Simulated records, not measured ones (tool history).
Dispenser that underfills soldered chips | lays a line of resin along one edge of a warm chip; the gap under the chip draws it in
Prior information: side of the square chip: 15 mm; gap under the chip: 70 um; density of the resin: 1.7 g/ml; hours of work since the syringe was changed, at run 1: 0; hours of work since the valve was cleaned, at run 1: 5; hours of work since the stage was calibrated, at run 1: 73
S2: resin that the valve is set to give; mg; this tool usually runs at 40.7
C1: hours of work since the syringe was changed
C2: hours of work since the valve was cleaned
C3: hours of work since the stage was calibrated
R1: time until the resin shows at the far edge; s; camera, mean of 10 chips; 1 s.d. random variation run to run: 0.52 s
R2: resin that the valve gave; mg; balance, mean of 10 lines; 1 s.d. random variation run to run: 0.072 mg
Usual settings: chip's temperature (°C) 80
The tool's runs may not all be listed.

Run 1, hour 0.0: usual settings; C1 0; C2 5; C3 73. Result: R1 43.6 s, R2 40.34 mg.
Run 2, hour 6.3: usual settings; C1 5; C2 10; C3 78. Result: R1 63.0 s, R2 40.32 mg.
At hour 11.9: new syringe of resin.
Run 3, hour 16.2: usual settings; C1 3; C2 17; C3 85. Result: R1 53.2 s, R2 40.05 mg.
At hour 24.0: new syringe of resin.
Run 4, hour 25.4: usual settings; C1 1; C2 24; C3 92. Result: R1 45.3 s, R2 39.77 mg.
Run 5, hour 34.8: usual settings; C1 8; C2 31; C3 99. Result: R1 75.8 s, R2 39.79 mg.
At hour 36.3: new syringe of resin.
At hour 48.2: new syringe of resin.
Run 6, hour 48.2: usual settings; C1 0; C2 41; C3 109. Result: R1 43.7 s, R2 39.42 mg.
At hour 56.5: dispensing valve cleaned and set on the balance.
At hour 61.1: new syringe of resin.
Run 7, hour 61.1: usual settings; C1 0; C2 3; C3 118. Result: R1 42.1 s, R2 40.57 mg.
Run 8, hour 72.3: usual settings; C1 9; C2 12; C3 126. Result: R1 79.8 s, R2 40.29 mg.
At hour 73.7: new syringe of resin.
Run 9, hour 83.7: usual settings but chip's temperature (°C) 86; C1 8; C2 20; C3 135. Result: R1 57.0 s, R2 40.09 mg.
At hour 85.4: new syringe of resin.
Run 10, hour 96.4: usual settings but chip's temperature (°C) 86, S2 37.0 mg; C1 8; C2 30; C3 144. Result: R1 64.3 s, R2 36.18 mg.
At hour 97.7: new syringe of resin.
Run 11, hour 103.2: usual settings but chip's temperature (°C) 68; C1 4; C2 35; C3 149. Result: R1 101.0 s, R2 39.47 mg.
At hour 109.6: new syringe of resin.
Run 12, hour 114.4: usual settings but chip's temperature (°C) 68; C1 4; C2 43; C3 158. Result: R1 98.3 s, R2 39.24 mg.
At hour 119.1: dispensing valve cleaned and set on the balance.
At hour 122.3: new syringe of resin.
Run 13, hour 122.3: usual settings but chip's temperature (°C) 68; C1 0; C2 2; C3 163. Result: R1 74.8 s, R2 40.53 mg.
Run 14, hour 129.6: usual settings but chip's temperature (°C) 68; C1 6; C2 8; C3 168. Result: R1 111.0 s, R2 40.58 mg.
At hour 134.9: new syringe of resin.
Run 15, hour 137.3: usual settings; C1 2; C2 13; C3 174. Result: R1 47.6 s, R2 40.41 mg.
At hour 147.0: new syringe of resin.
Run 16, hour 151.3: usual settings; C1 3; C2 24; C3 184. Result: R1 52.6 s, R2 40.24 mg.
At hour 159.3: new syringe of resin.
Run 17, hour 161.4: usual settings; C1 2; C2 31; C3 192. Result: R1 47.3 s, R2 39.89 mg.
At hour 171.9: new syringe of resin.
Run 18, hour 175.3: usual settings but chip's temperature (°C) 84; C1 3; C2 42; C3 202. Result: R1 42.0 s, R2 39.49 mg.
At hour 181.9: dispensing valve cleaned and set on the balance.
Run 19, hour 184.2: usual settings but chip's temperature (°C) 88, S2 43.3 mg; C1 9; C2 2; C3 208. Result: R1 54.7 s, R2 43.21 mg.
At hour 185.8: new syringe of resin.
Run 20, hour 195.7: usual settings but chip's temperature (°C) 88, S2 43.3 mg; C1 8; C2 10; C3 217. Result: R1 51.1 s, R2 43.07 mg.

What will run 21 give?
At hour 197.5: new syringe of resin.
Run 21, hour 206.0: usual settings but chip's temperature (°C) 77, S2 50.5 mg; C1 7; C2 18; C3 225. Result: R1 ?, R2 ?.

{"run 21": {"R1": 74.7, "R2": 49.91}}
If the tool had no hidden condition, the same run with the same run-to-run variation would have returned R1 48.1 s, R2 50.57 mg.
